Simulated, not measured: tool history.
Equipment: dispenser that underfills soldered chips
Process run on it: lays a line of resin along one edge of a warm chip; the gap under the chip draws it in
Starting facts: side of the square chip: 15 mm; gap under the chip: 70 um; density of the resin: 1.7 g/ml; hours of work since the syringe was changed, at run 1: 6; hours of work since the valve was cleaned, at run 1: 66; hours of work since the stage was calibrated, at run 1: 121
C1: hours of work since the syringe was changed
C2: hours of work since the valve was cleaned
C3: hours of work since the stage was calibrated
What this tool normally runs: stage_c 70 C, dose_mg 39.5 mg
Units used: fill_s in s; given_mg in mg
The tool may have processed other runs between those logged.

Run 1, day 0: usual settings; C1 6; C2 66; C3 121. Result: fill_s 314.1 s, given_mg 37.46 mg.
Run 2, day 0.125: usual settings; C1 8; C2 68; C3 123. Result: fill_s 355.8 s, given_mg 37.22 mg.
At day 0.229: dispensing valve cleaned and set on the balance.
At day 0.258: new syringe of resin.
Run 3, day 0.35: usual settings but dose_mg 34.9 mg; C1 1; C2 2; C3 125. Result: fill_s 225.7 s, given_mg 34.79 mg.
Run 4, day 0.508: usual settings but dose_mg 49.6 mg; C1 4; C2 4; C3 128. Result: fill_s 252.6 s, given_mg 49.32 mg.
Run 5, day 0.654: usual settings but dose_mg 49.6 mg; C1 6; C2 6; C3 130. Result: fill_s 290.5 s, given_mg 49.34 mg.
At day 0.879: new syringe of resin.
Run 6, day 0.883: usual settings but stage_c 58 C; C1 0; C2 10; C3 133. Result: fill_s 376.4 s, given_mg 39.06 mg.
Run 7, day 1.083: usual settings but dose_mg 42.6 mg; C1 3; C2 13; C3 137. Result: fill_s 245.8 s, given_mg 42.31 mg.
Run 8, day 1.204: usual settings but stage_c 81 C, dose_mg 42.6 mg; C1 5; C2 15; C3 138. Result: fill_s 163.1 s, given_mg 41.92 mg.
At day 1.496: new syringe of resin.
Run 9, day 1.496: usual settings but stage_c 81 C, dose_mg 42.6 mg; C1 0; C2 19; C3 143. Result: fill_s 116.1 s, given_mg 41.89 mg.
Run 10, day 1.746: usual settings but stage_c 81 C, dose_mg 42.6 mg; C1 4; C2 23; C3 147. Result: fill_s 151.2 s, given_mg 42.27 mg.
Run 11, day 2.017: usual settings but stage_c 81 C, dose_mg 42.6 mg; C1 8; C2 27; C3 151. Result: fill_s 198.4 s, given_mg 41.93 mg.
At day 2.117: new syringe of resin.
Run 12, day 2.154: usual settings but stage_c 81 C, dose_mg 34.8 mg; C1 1; C2 29; C3 153. Result: fill_s 126.3 s, given_mg 33.79 mg.
Run 13, day 2.3: usual settings but stage_c 81 C, dose_mg 34.8 mg; C1 3; C2 31; C3 155. Result: fill_s 145.2 s, given_mg 34.22 mg.
Run 14, day 2.567: usual settings but stage_c 79 C, dose_mg 40.1 mg; C1 7; C2 35; C3 159. Result: fill_s 209.2 s, given_mg 39.05 mg.
Run 15, day 2.696: usual settings but stage_c 71 C, dose_mg 44.2 mg; C1 9; C2 37; C3 161. Result: fill_s 343.8 s, given_mg 42.5 mg.
At day 2.729: new syringe of resin.
Run 16, day 2.912: usual settings but stage_c 64 C, dose_mg 46.5 mg; C1 3; C2 40; C3 164. Result: fill_s 325.6 s, given_mg 44.86 mg.
Run 17, day 3.05: usual settings but stage_c 64 C, dose_mg 46.5 mg; C1 5; C2 42; C3 166. Result: fill_s 373.3 s, given_mg 44.82 mg.
Run 18, day 3.2: usual settings but stage_c 65 C, dose_mg 35.8 mg; C1 7; C2 45; C3 169. Result: fill_s 439.5 s, given_mg 34.44 mg.
At day 3.342: new syringe of resin.
Run 19, day 3.479: usual settings but stage_c 65 C, dose_mg 35.8 mg; C1 2; C2 49; C3 173. Result: fill_s 309.8 s, given_mg 34.55 mg.
Run 20, day 3.767: usual settings but stage_c 65 C, dose_mg 35.8 mg; C1 7; C2 53; C3 177. Result: fill_s 410.8 s, given_mg 34.14 mg.

4 options for the next run, each taken on its own from the tool as it stands now. Forecast them:
At day 3.967: new syringe of resin.
Run A, day 3.996: usual settings but stage_c 79 C, dose_mg 36.1 mg; C1 0; C2 57; C3 180. Result: fill_s ?, given_mg ?.
At day 3.967: new syringe of resin.
Run B, day 3.996: usual settings but stage_c 65 C, dose_mg 47.6 mg; C1 0; C2 57; C3 180. Result: fill_s ?, given_mg ?.
At day 3.967: new syringe of resin.
Run C, day 3.996: usual settings but stage_c 63 C, dose_mg 50.4 mg; C1 0; C2 57; C3 180. Result: fill_s ?, given_mg ?.
At day 3.967: new syringe of resin.
Run D, day 3.996: usual settings but stage_c 62 C, dose_mg 46 mg; C1 0; C2 57; C3 180. Result: fill_s ?, given_mg ?.

run  fill_s  given_mg
  A   136.9     34.37
  B   253.4     45.35
  C   292.7     48.03
  D   302.7     43.68
Take away the tool's hidden state, keep each run's random variation, and the runs would have read:
run  fill_s  given_mg
  A   140.7     36.02
  B   264.6     47.53
  C   306.2     50.33
  D   316.2     45.78

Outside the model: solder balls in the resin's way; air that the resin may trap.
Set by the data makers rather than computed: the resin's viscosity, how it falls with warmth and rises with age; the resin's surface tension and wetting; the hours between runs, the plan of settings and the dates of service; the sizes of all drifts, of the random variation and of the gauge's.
